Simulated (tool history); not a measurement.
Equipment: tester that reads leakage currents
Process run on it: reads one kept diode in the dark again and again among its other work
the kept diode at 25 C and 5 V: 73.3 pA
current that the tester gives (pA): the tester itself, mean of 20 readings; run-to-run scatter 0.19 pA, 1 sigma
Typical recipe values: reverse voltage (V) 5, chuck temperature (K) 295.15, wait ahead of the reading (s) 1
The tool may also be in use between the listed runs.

run    hour  reverse voltage (V)  chuck temperature (K)  wait ahead of the reading (s)  current that the tester gives (pA)
  1       0                    5                 295.15                              1                               59.85
  2   242.5                    5                 295.15                              1                               59.62
  3   444.2                    5                 295.15                              1                                59.7
  4     556                    5                 295.15                              1                               59.86
  5   820.6                    5                 295.15                              1                               59.64
  6   944.4                 4.14                 295.15                              1                               53.71
  7  1107.8                 4.14                 295.15                              1                               53.39
     1216.1  -- probe card cleaned and baked
  8  1344.9                 4.14                 295.15                              1                               53.44
  9  1527.2                 2.34                 295.15                              1                               38.25
 10  1741.7                    5                 295.15                              1                               59.68
 11  1942.4                 1.56                 295.15                              1                               30.47
 12  2180.2                    5                 312.15                              1                              214.19
 13  2437.3                    5                 312.15                              1                              215.11
 14  2574.4                    5                 298.15                              1                               75.03
 15  2758.8                    5                 298.15                              1                               75.11
 16  2972.9                    5                 298.15                              1                                75.1
 17  3087.1                    5                 298.15                              1                               75.14
 18  3333.7                    5                 298.15                              1                               75.19
 19  3463.6                    5                 331.15                              1                              783.99
     3504.8  -- chuck's temperature calibrated
 20  3701.3                    5                 331.15                              1                              788.01
     3846.3  -- probe card cleaned and baked
 21    3972                    5                 331.15                              1                              781.78
 22  4208.7                    5                 295.15                              1                                59.3
 23  4462.3                 8.54                 295.15                           0.44                               85.58
 24  4656.6                    5                 300.15                              1                               87.87
 25  4877.8                 1.89                 300.15                           0.43                               51.18
 26  5029.5                 1.89                 300.15                           0.43                               51.22
 27  5177.2                 2.37                 301.15                              1                               61.78
 28  5442.5                  1.6                 323.15                              1                              241.27
 29  5604.8                 3.19                 316.15                           0.87                              221.86
 30  5739.9                 3.19                 316.15                           0.87                              221.58
 31  5869.8                 9.73                 321.15                              1                              595.85
 32  6138.1                  4.3                 332.15                           3.94                              767.93
 33  6378.8                  4.3                 332.15                           3.94                              769.67
       6474  -- probe card cleaned and baked
 34  6637.9                 4.55                 298.15                           3.94                                69.9
 35  6751.9                14.13                 300.15                           0.57                              164.65
 36  6992.7                14.13                 300.15                           0.57                              164.94
 37    7151                14.13                 300.15                           0.57                              164.51
 38  7271.8                 1.82                 295.15                           1.82                               32.78
 39  7517.8                 1.19                 300.15                           9.74                                37.9
 40  7774.3                    5                 295.15                           5.64                               58.35

Had the tool no unlogged condition, and each run kept its random variation, what would the results have been?
Unlogged tool condition in this case: stray current of the dirty probe card, pA a volt; current scale over the true one, %; true chuck temperature over the reading, C; drift of the gauge itself on leakage_pa, %.
run  current that the tester gives (pA)
  1                               59.81
  2                               59.57
  3                               59.64
  4                               59.81
  5                               59.58
  6                               53.66
  7                               53.34
  8                               53.48
  9                               38.28
 10                               59.72
 11                               30.49
 12                              214.37
 13                              215.29
 14                               75.07
 15                               75.13
 16                               75.13
 17                               75.17
 18                               75.21
 19                               784.9
 20                              787.77
 21                              781.72
 22                               59.29
 23                               85.54
 24                               87.85
 25                               51.17
 26                               51.22
 27                               61.77
 28                              241.34
 29                              221.92
 30                              221.64
 31                              595.99
 32                              768.28
 33                              770.06
 34                               69.96
 35                              164.76
 36                              165.03
 37                              164.59
 38                               32.81
 39                               37.94
 40                               58.37

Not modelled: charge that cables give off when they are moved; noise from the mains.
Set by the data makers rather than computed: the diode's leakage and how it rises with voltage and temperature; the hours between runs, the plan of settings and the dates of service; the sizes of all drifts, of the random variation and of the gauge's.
